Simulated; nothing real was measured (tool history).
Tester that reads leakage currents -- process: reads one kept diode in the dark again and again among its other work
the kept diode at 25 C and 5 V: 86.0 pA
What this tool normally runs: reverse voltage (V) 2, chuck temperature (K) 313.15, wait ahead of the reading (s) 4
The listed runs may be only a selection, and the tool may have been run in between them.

| run | hour | reverse voltage (V) | chuck temperature (K) | wait ahead of the reading (s) | current that the tester gives (pA) |
|---|---|---|---|---|---|
| 1 | 0 | 2 | 313.15 | 4 | 251.68 |
| 2 | 44.1 | 2 | 313.15 | 4 | 250.11 |
| 3 | 93.7 | 2 | 314.15 | 4 | 271.87 |
| 4 | 128.3 | 2 | 314.15 | 4 | 272.76 |
| 5 | 189.4 | 2 | 313.15 | 2.22 | 249.58 |
| 6 | 245.9 | 2 | 313.15 | 0.37 | 247.84 |
| 7 | 304.5 | 2 | 313.15 | 0.37 | 247.65 |
| 8 | 371 | 2 | 313.15 | 0.37 | 246.51 |
| 9 | 397.9 | 2 | 293.15 | 4 | 38.54 |
| 10 | 429.9 | 2 | 293.15 | 4 | 38.62 |
| 11 | 460.1 | 2 | 293.15 | 4 | 38.44 |
| 12 | 494.4 | 2 | 293.15 | 4 | 38.52 |
| 13 | 537.7 | 2 | 293.15 | 4 | 38.06 |
| 14 | 603.3 | 8.79 | 323.15 | 0.51 | 903.33 |
| 15 | 668.9 | 9.51 | 325.15 | 9.12 | 1080.74 |
| 16 | 712.1 | 9.51 | 325.15 | 9.12 | 1081.86 |
|  | 717.1 | chuck's temperature calibrated |
| 17 | 745.4 | 2 | 315.15 | 1.05 | 282.73 |
| 18 | 804.3 | 2 | 313.15 | 0.87 | 236.46 |
| 19 | 838.7 | 2 | 294.15 | 0.62 | 41.22 |
|  | 849 | chuck's temperature calibrated, once more |
| 20 | 878.8 | 1.06 | 313.15 | 8.45 | 206.45 |

Predict the results of run 21:
| 21 | 906.3 | 4.19 | 313.15 | 4 | ? |

current that the tester gives (pA): 318.57
The same run, on a tool lacking any hidden state, would have yielded current that the tester gives (pA) 318.59.
